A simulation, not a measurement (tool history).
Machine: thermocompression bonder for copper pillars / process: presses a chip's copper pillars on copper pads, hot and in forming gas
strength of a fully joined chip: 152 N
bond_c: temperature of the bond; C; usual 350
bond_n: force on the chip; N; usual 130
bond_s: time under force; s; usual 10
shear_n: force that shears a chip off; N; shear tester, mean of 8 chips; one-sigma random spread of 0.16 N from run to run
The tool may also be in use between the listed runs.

{"run": 1, "hour": 0.0, "bond_c": 350, "bond_n": 130, "bond_s": 10, "shear_n": 113.9}
{"run": 2, "hour": 49.1, "bond_c": 369, "bond_n": 130, "bond_s": 10, "shear_n": 122.1}
{"run": 3, "hour": 75.5, "bond_c": 369, "bond_n": 130, "bond_s": 10, "shear_n": 121.8}
{"run": 4, "hour": 127.7, "bond_c": 369, "bond_n": 130, "bond_s": 10, "shear_n": 121.9}
{"hour": 183.8, "done": "forming gas filter changed"}
{"run": 5, "hour": 184.8, "bond_c": 369, "bond_n": 130, "bond_s": 10, "shear_n": 124.4}
{"run": 6, "hour": 211.8, "bond_c": 350, "bond_n": 130, "bond_s": 24, "shear_n": 134.8}
{"run": 7, "hour": 257.8, "bond_c": 350, "bond_n": 130, "bond_s": 24, "shear_n": 134.5}
{"run": 8, "hour": 283.6, "bond_c": 345, "bond_n": 130, "bond_s": 10, "shear_n": 113.2}
{"run": 9, "hour": 311.7, "bond_c": 345, "bond_n": 130, "bond_s": 10, "shear_n": 113.2}
{"run": 10, "hour": 336.6, "bond_c": 345, "bond_n": 130, "bond_s": 10, "shear_n": 112.9}
{"run": 11, "hour": 369.4, "bond_c": 350, "bond_n": 130, "bond_s": 10, "shear_n": 115.2}
{"hour": 397.4, "done": "force cell calibrated"}
{"run": 12, "hour": 410.2, "bond_c": 350, "bond_n": 130, "bond_s": 10, "shear_n": 112.6}
{"run": 13, "hour": 444.7, "bond_c": 368, "bond_n": 130, "bond_s": 10, "shear_n": 120.0}
{"run": 14, "hour": 473.2, "bond_c": 350, "bond_n": 130, "bond_s": 7, "shear_n": 102.9}
{"run": 15, "hour": 517.9, "bond_c": 350, "bond_n": 130, "bond_s": 7, "shear_n": 102.9}
{"hour": 536.7, "done": "forming gas filter changed"}
{"run": 16, "hour": 569.8, "bond_c": 350, "bond_n": 130, "bond_s": 10, "shear_n": 114.7}
{"run": 17, "hour": 608.5, "bond_c": 350, "bond_n": 130, "bond_s": 10, "shear_n": 114.5}
{"run": 18, "hour": 646.2, "bond_c": 350, "bond_n": 138, "bond_s": 10, "shear_n": 116.5}
{"run": 19, "hour": 681.8, "bond_c": 350, "bond_n": 138, "bond_s": 10, "shear_n": 116.3}
{"run": 20, "hour": 723.8, "bond_c": 350, "bond_n": 138, "bond_s": 10, "shear_n": 116.1}
{"run": 21, "hour": 768.0, "bond_c": 350, "bond_n": 138, "bond_s": 10, "shear_n": 115.7}
{"run": 22, "hour": 810.8, "bond_c": 326, "bond_n": 178, "bond_s": 10, "shear_n": 112.5}
{"run": 23, "hour": 845.3, "bond_c": 326, "bond_n": 178, "bond_s": 9, "shear_n": 109.7}
{"run": 24, "hour": 870.8, "bond_c": 323, "bond_n": 115, "bond_s": 29, "shear_n": 122.3}
{"hour": 889.3, "done": "forming gas filter changed"}
{"hour": 901.0, "done": "heater calibrated with a thermocouple chip"}
{"run": 25, "hour": 903.2, "bond_c": 323, "bond_n": 115, "bond_s": 29, "shear_n": 123.1}
{"run": 26, "hour": 953.1, "bond_c": 328, "bond_n": 81, "bond_s": 10, "shear_n": 85.4}
{"run": 27, "hour": 1005.2, "bond_c": 328, "bond_n": 109, "bond_s": 18, "shear_n": 111.6}
{"run": 28, "hour": 1040.9, "bond_c": 328, "bond_n": 109, "bond_s": 18, "shear_n": 111.6}
{"run": 29, "hour": 1080.8, "bond_c": 341, "bond_n": 109, "bond_s": 29, "shear_n": 128.7}
{"run": 30, "hour": 1130.2, "bond_c": 341, "bond_n": 85, "bond_s": 15, "shear_n": 104.6}
{"run": 31, "hour": 1182.0, "bond_c": 341, "bond_n": 85, "bond_s": 21, "shear_n": 113.1}
{"run": 32, "hour": 1234.8, "bond_c": 323, "bond_n": 188, "bond_s": 28, "shear_n": 133.9}
{"hour": 1242.7, "done": "forming gas filter changed"}
{"run": 33, "hour": 1276.9, "bond_c": 350, "bond_n": 121, "bond_s": 13, "shear_n": 119.9}
{"run": 34, "hour": 1327.4, "bond_c": 350, "bond_n": 175, "bond_s": 15, "shear_n": 132.7}
{"run": 35, "hour": 1371.5, "bond_c": 364, "bond_n": 92, "bond_s": 7, "shear_n": 100.2}
{"run": 36, "hour": 1402.1, "bond_c": 364, "bond_n": 147, "bond_s": 19, "shear_n": 136.7}
{"run": 37, "hour": 1455.2, "bond_c": 380, "bond_n": 94, "bond_s": 6, "shear_n": 104.3}
{"run": 38, "hour": 1491.9, "bond_c": 350, "bond_n": 130, "bond_s": 10, "shear_n": 114.9}
{"run": 39, "hour": 1540.1, "bond_c": 340, "bond_n": 128, "bond_s": 6, "shear_n": 95.6}

3 options for the next run, each taken on its own from the tool as it stands now. Forecast them:
{"run": "A", "hour": 1574.8, "bond_c": 380, "bond_n": 148, "bond_s": 11, "shear_n": "?"}
{"run": "B", "hour": 1574.8, "bond_c": 330, "bond_n": 142, "bond_s": 5, "shear_n": "?"}
{"run": "C", "hour": 1574.8, "bond_c": 356, "bond_n": 131, "bond_s": 6, "shear_n": "?"}

run=A shear_n=131.9
run=B shear_n=88.9
run=C shear_n=104.4
What these runs would have given with no unlogged condition in the tool:
run=A shear_n=132.2
run=B shear_n=86.4
run=C shear_n=102.5
